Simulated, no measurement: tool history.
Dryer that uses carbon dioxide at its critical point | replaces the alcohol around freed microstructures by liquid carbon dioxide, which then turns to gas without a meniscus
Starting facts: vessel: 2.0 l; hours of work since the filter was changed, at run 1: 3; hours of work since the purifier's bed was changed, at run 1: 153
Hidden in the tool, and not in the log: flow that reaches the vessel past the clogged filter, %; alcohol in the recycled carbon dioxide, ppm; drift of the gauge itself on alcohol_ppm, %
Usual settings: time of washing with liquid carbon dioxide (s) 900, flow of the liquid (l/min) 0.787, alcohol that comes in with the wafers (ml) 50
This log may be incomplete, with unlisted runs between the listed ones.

run,hour,time of washing with liquid carbon dioxide (s),flow of the liquid (l/min),alcohol that comes in with the wafers (ml),hours of work since the filter was changed,hours of work since the purifier's bed was changed,alcohol left in the vessel before it's heated (ppm by volume)
1,0,900,0.787,50,3,153,249
2,6.9,900,0.787,50,7,157,268
3,17.1,900,0.721,50,14,164,389
4,25.2,900,0.721,50,19,169,380
5,36,900,0.492,50,26,176,1474
6,40.8,900,0.763,50,29,179,313
7,50.2,900,0.787,50,35,185,281
8,58.9,900,0.787,50,40,191,290
9,65.2,900,0.787,50,44,195,289
10,74,900,0.787,50,50,200,295
11,82.3,900,0.787,50,55,205,294
12,87.8,900,0.787,50,59,209,306
13,97.1,900,0.787,50,65,215,297
14,101.8,900,0.787,50,68,218,307
15,109.6,900,0.787,50,73,223,307
16,116.5,900,0.787,50,77,227,301
17,126.6,900,0.787,50,84,234,313
18,131.9,900,0.787,50,87,237,310
19,142.1,1260,1.016,86,94,244,55
20,151.7,1260,1.016,86,100,250,65
21,156.2,1320,0.781,56,103,253,83
22,164.2,1320,0.781,56,108,258,86
23,170.4,1320,0.473,23,112,262,272
24,177,1140,0.844,22,116,266,79
25,184.9,1140,0.844,22,121,271,69
26,191.7,540,0.678,50,125,276,2608
27,202.5,540,0.678,50,132,282,2627
28,211.3,780,0.678,73,138,288,1420
29,216.4,1320,0.787,45,141,291,94
30,222.6,1440,0.724,45,145,295,90
31,230.2,720,0.839,109,150,300,1324
32,239.7,900,1.172,50,156,306,99
# hour 243.8: inlet filter changed
33,250.5,1080,0.498,40,4,312,683

Run 34 is up next; what results do you expect?
34,258.9,1080,1.303,39,10,318,?

Run 34 came out at alcohol left in the vessel before it's heated (ppm by volume) 59.
Without the tool's hidden state the same run would have given alcohol left in the vessel before it's heated (ppm by volume) 4.
